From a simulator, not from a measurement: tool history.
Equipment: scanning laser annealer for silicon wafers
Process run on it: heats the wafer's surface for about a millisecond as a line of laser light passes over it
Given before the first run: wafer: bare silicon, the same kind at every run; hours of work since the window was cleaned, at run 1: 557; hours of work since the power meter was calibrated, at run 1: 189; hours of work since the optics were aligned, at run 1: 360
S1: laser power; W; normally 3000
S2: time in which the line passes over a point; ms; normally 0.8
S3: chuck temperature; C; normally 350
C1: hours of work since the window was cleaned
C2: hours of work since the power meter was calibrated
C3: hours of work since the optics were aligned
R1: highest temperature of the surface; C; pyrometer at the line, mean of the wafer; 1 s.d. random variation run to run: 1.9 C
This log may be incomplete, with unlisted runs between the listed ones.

run,day,S1,S2,S3,C1,C2,C3,R1
1,0,3000,0.8,350,557,189,360,1101
2,0.6,3000,0.8,350,567,199,369,1103
3,1.167,3000,0.8,350,576,207,378,1100
4,1.558,3000,0.8,350,582,214,385,1106
5,2.096,3000,0.8,333,590,222,393,1087
6,2.346,3000,0.858,350,594,226,397,1130
7,2.712,3000,0.858,350,600,232,403,1130
8,3.242,3000,0.858,350,608,240,411,1131
9,3.842,3000,0.858,350,618,250,421,1129
10,4.121,3000,0.858,350,622,254,425,1128
11,4.404,3000,0.973,353,627,259,430,1187
12,4.667,3000,0.973,353,631,263,434,1189

Estimate the outcome of run 13 from the log above:
13,4.921,3000,0.973,353,635,267,438,?

Run 13 gave R1 1186 C.
The same run, on a tool lacking any hidden state, would have yielded R1 1242 C.
